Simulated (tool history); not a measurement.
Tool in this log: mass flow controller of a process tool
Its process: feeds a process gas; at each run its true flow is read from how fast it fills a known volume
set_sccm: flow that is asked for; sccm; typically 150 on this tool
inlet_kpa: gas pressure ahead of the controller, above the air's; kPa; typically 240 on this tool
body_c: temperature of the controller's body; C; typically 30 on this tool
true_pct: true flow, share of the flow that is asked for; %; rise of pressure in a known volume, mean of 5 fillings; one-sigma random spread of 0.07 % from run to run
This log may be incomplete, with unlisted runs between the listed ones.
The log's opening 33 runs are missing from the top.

run,day,set_sccm,inlet_kpa,body_c,hours of work since the controller was set to zero,hours of work since the controller was changed,true_pct
34,319.712,115,223,30,7266,7266,98.55
35,330.717,103,168,38,7466,7466,98.39
# day 337.892: controller's zero set anew
36,341.308,103,168,38,62,7657,98.52
37,352.975,79,149,20,274,7869,99.02
38,361.033,79,149,20,420,8015,99.02
39,370.079,125,149,30,584,8179,99.45
40,378.7,448,211,37,740,8335,101.01
41,388.217,109,176,24,913,8508,99.35
# day 393.146: gauge calibrated
42,399.867,109,176,24,1124,8719,97.76
43,406.483,109,176,30,1244,8839,97.55
44,417.108,150,207,30,1437,9032,97.9
45,430.096,413,207,30,1672,9268,99.61
46,441.742,150,205,24,1884,9479,98.28
47,452.312,150,205,24,2075,9671,98.34

Predict each of these 3 candidate next runs independently; none follows another, all start after run 47:
A,458.454,342,164,30,2187,9782,?
B,458.454,150,189,30,2187,9782,?
C,458.454,150,205,37,2187,9782,?

run,true_pct
A,99.57
B,98.22
C,98
Take away the tool's hidden state, keep each run's random variation, and the runs would have read:
run,true_pct
A,99.01
B,97.67
C,97.45
